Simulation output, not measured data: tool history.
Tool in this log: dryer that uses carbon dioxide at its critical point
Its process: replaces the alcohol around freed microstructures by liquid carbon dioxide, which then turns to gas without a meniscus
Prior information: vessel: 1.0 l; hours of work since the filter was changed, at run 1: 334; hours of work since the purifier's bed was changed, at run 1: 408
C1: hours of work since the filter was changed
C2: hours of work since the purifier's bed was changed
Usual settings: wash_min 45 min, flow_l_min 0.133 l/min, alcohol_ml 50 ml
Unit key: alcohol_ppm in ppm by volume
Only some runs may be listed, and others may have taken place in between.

Run 1, hour 0: usual settings; C1 334; C2 408. Result: alcohol_ppm 896 ppm by volume.
Run 2, hour 15: usual settings; C1 342; C2 416. Result: alcohol_ppm 909 ppm by volume.
Run 3, hour 41.9: usual settings; C1 358; C2 432. Result: alcohol_ppm 895 ppm by volume.
Run 4, hour 56.3: usual settings; C1 366; C2 440. Result: alcohol_ppm 914 ppm by volume.
Run 5, hour 70.3: usual settings but wash_min 29 min; C1 374; C2 448. Result: alcohol_ppm 3661 ppm by volume.
Run 6, hour 83.9: usual settings but wash_min 33 min; C1 382; C2 456. Result: alcohol_ppm 2535 ppm by volume.
Run 7, hour 105.2: usual settings but wash_min 33 min, alcohol_ml 28 ml; C1 395; C2 468. Result: alcohol_ppm 1499 ppm by volume.
Run 8, hour 133.1: usual settings but wash_min 33 min, alcohol_ml 28 ml; C1 411; C2 484. Result: alcohol_ppm 1554 ppm by volume.
Run 9, hour 155.2: usual settings but wash_min 33 min, alcohol_ml 28 ml; C1 423; C2 497. Result: alcohol_ppm 1535 ppm by volume.
Run 10, hour 171: usual settings but wash_min 33 min, alcohol_ml 28 ml; C1 433; C2 506. Result: alcohol_ppm 1560 ppm by volume.
Run 11, hour 185.9: usual settings but wash_min 33 min, alcohol_ml 28 ml; C1 441; C2 515. Result: alcohol_ppm 1571 ppm by volume.
Run 12, hour 197.8: usual settings but wash_min 33 min, alcohol_ml 28 ml; C1 448; C2 522. Result: alcohol_ppm 1602 ppm by volume.
Run 13, hour 211.3: usual settings; C1 456; C2 530. Result: alcohol_ppm 1043 ppm by volume.
Run 14, hour 232.4: usual settings; C1 468; C2 542. Result: alcohol_ppm 1051 ppm by volume.
At hour 247.1: inlet filter changed.
Run 15, hour 248.7: usual settings but flow_l_min 0.134 l/min; C1 1; C2 551. Result: alcohol_ppm 614 ppm by volume.
Run 16, hour 267.3: usual settings but flow_l_min 0.134 l/min; C1 12; C2 561. Result: alcohol_ppm 644 ppm by volume.
Run 17, hour 289.5: usual settings but flow_l_min 0.134 l/min; C1 24; C2 574. Result: alcohol_ppm 642 ppm by volume.
Run 18, hour 302.1: usual settings but wash_min 55 min, flow_l_min 0.134 l/min; C1 32; C2 582. Result: alcohol_ppm 333 ppm by volume.
Run 19, hour 317.3: usual settings but wash_min 55 min, flow_l_min 0.134 l/min; C1 41; C2 590. Result: alcohol_ppm 338 ppm by volume.
Run 20, hour 330.4: usual settings but wash_min 55 min, flow_l_min 0.134 l/min; C1 48; C2 598. Result: alcohol_ppm 354 ppm by volume.
Run 21, hour 348.6: usual settings; C1 59; C2 608. Result: alcohol_ppm 661 ppm by volume.
Run 22, hour 369.6: usual settings; C1 71; C2 620. Result: alcohol_ppm 718 ppm by volume.
Run 23, hour 383.2: usual settings; C1 79; C2 628. Result: alcohol_ppm 721 ppm by volume.
Run 24, hour 400.5: usual settings; C1 89; C2 638. Result: alcohol_ppm 720 ppm by volume.
Run 25, hour 427.3: usual settings but wash_min 62 min, flow_l_min 0.17 l/min, alcohol_ml 52 ml; C1 104; C2 654. Result: alcohol_ppm 194 ppm by volume.
Run 26, hour 448.9: usual settings but wash_min 34 min, flow_l_min 0.152 l/min, alcohol_ml 52 ml; C1 117; C2 666. Result: alcohol_ppm 1282 ppm by volume.
Run 27, hour 463.6: usual settings but wash_min 71 min, flow_l_min 0.152 l/min, alcohol_ml 23 ml; C1 125; C2 675. Result: alcohol_ppm 185 ppm by volume.
Run 28, hour 475.6: usual settings but wash_min 32 min, alcohol_ml 68 ml; C1 132; C2 682. Result: alcohol_ppm 3054 ppm by volume.
Run 29, hour 495.4: usual settings but wash_min 32 min, flow_l_min 0.105 l/min, alcohol_ml 27 ml; C1 143; C2 693. Result: alcohol_ppm 2504 ppm by volume.
Run 30, hour 512.8: usual settings but wash_min 32 min, flow_l_min 0.105 l/min, alcohol_ml 27 ml; C1 153; C2 703. Result: alcohol_ppm 2482 ppm by volume.
Run 31, hour 529.6: usual settings but wash_min 32 min, flow_l_min 0.105 l/min, alcohol_ml 27 ml; C1 163; C2 713. Result: alcohol_ppm 2537 ppm by volume.
Run 32, hour 556.8: usual settings but wash_min 32 min, flow_l_min 0.105 l/min, alcohol_ml 27 ml; C1 179; C2 729. Result: alcohol_ppm 2519 ppm by volume.
Run 33, hour 577: usual settings but wash_min 32 min, flow_l_min 0.105 l/min, alcohol_ml 27 ml; C1 191; C2 740. Result: alcohol_ppm 2567 ppm by volume.
Run 34, hour 592.4: usual settings but wash_min 32 min, flow_l_min 0.104 l/min, alcohol_ml 27 ml; C1 199; C2 749. Result: alcohol_ppm 2596 ppm by volume.
Run 35, hour 620.3: usual settings but wash_min 32 min, flow_l_min 0.104 l/min, alcohol_ml 27 ml; C1 216; C2 765. Result: alcohol_ppm 2713 ppm by volume.
Run 36, hour 637.4: usual settings but wash_min 43 min, alcohol_ml 26 ml; C1 225; C2 775. Result: alcohol_ppm 611 ppm by volume.
Run 37, hour 665.1: usual settings but wash_min 43 min, alcohol_ml 26 ml; C1 241; C2 791. Result: alcohol_ppm 648 ppm by volume.
Run 38, hour 688.1: usual settings but flow_l_min 0.154 l/min, alcohol_ml 22 ml; C1 255; C2 804. Result: alcohol_ppm 362 ppm by volume.
Run 39, hour 699.5: usual settings but flow_l_min 0.154 l/min, alcohol_ml 22 ml; C1 261; C2 811. Result: alcohol_ppm 368 ppm by volume.
Run 40, hour 713.2: usual settings but flow_l_min 0.154 l/min, alcohol_ml 22 ml; C1 269; C2 819. Result: alcohol_ppm 386 ppm by volume.
Run 41, hour 730.5: usual settings but flow_l_min 0.154 l/min, alcohol_ml 22 ml; C1 279; C2 829. Result: alcohol_ppm 371 ppm by volume.
Run 42, hour 753.2: usual settings but flow_l_min 0.154 l/min, alcohol_ml 22 ml; C1 292; C2 842. Result: alcohol_ppm 387 ppm by volume.
Run 43, hour 768.1: usual settings but flow_l_min 0.154 l/min, alcohol_ml 22 ml; C1 301; C2 851. Result: alcohol_ppm 398 ppm by volume.
Run 44, hour 795.7: usual settings but flow_l_min 0.154 l/min, alcohol_ml 22 ml; C1 317; C2 867. Result: alcohol_ppm 405 ppm by volume.
Run 45, hour 822.1: usual settings but flow_l_min 0.154 l/min, alcohol_ml 22 ml; C1 332; C2 882. Result: alcohol_ppm 399 ppm by volume.
At hour 835.6: purifier's bed changed.
Run 46, hour 846.9: usual settings but wash_min 43 min, flow_l_min 0.137 l/min; C1 345; C2 7. Result: alcohol_ppm 858 ppm by volume.

Here are 5 independent what-if runs from the current tool condition. What would each one return?
Run A, hour 870.3: usual settings but wash_min 57 min; C1 358; C2 20. Result: alcohol_ppm ?.
Run B, hour 870.3: usual settings but wash_min 68 min, flow_l_min 0.153 l/min, alcohol_ml 27 ml; C1 358; C2 20. Result: alcohol_ppm ?.
Run C, hour 870.3: usual settings but alcohol_ml 36 ml; C1 358; C2 20. Result: alcohol_ppm ?.
Run D, hour 870.3: usual settings but wash_min 51 min, flow_l_min 0.089 l/min, alcohol_ml 77 ml; C1 358; C2 20. Result: alcohol_ppm ?.
Run E, hour 870.3: usual settings but wash_min 42 min, flow_l_min 0.127 l/min; C1 358; C2 20. Result: alcohol_ppm ?.

run  alcohol_ppm
  A          270
  B           35
  C          572
  D         3383
  E         1228
Without the tool's hidden state the same runs would have given:
run  alcohol_ppm
  A          142
  B           18
  C          348
  D         2342
  E          790

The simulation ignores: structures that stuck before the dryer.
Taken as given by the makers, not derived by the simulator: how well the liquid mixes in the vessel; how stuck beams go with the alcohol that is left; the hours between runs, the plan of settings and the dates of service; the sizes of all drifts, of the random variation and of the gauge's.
